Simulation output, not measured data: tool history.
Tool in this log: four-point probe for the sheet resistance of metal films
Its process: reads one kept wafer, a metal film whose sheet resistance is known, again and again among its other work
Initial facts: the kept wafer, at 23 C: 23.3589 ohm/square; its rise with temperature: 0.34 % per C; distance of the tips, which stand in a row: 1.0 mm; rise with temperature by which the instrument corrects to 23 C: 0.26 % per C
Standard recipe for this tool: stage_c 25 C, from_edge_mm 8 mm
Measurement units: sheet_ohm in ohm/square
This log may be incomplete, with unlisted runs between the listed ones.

run     day  stage_c  from_edge_mm  sheet_ohm
  1   0.000       25             8  23.505627
  2   0.554       23             8  23.470163
  3   1.854       23             8  23.470844
  4   2.979       25             8  23.511437
  5   4.071       25             8  23.507698
  6   5.062       25             8  23.511184
  7   6.250       32             8  23.647573
  8   6.867       25            53  23.304339
  9   7.988       25             8  23.500872
 10   8.750       20             8  23.392843
 11   9.667       25             8  23.497795
 12  10.562       25            10  23.421561
 13  11.933       25            10  23.428073
 14  12.612       25            27  23.312718
 15  13.946       25            27  23.309631
 16  14.908       26            10  23.440166
     15.033  -- stage's thermometer calibrated
 17  15.912       19            10  23.278213
 18  16.538       26            19  23.335370
 19  17.829       24             6  23.595855
 20  18.400       24             8  23.442199
 21  19.308       32            19  23.441167
 22  20.083       32            19  23.445871
     20.388  -- stage's thermometer calibrated, once more
 23  21.475       28            53  23.374449
 24  22.683       18             3  24.471744
 25  23.312       18             3  24.461089

Here are 4 independent what-if runs from the current tool condition. What would each one return?
  A  24.329       18            26          ?
  B  24.329       19            35          ?
  C  24.329       32            13          ?
  D  24.329       31            34          ?

run  sheet_ohm
  A  23.184210
  B  23.185988
  C  23.519840
  D  23.436851
With no hidden state in the tool, these same runs would have given:
run  sheet_ohm
  A  23.280100
  B  23.281866
  C  23.616805
  D  23.533513

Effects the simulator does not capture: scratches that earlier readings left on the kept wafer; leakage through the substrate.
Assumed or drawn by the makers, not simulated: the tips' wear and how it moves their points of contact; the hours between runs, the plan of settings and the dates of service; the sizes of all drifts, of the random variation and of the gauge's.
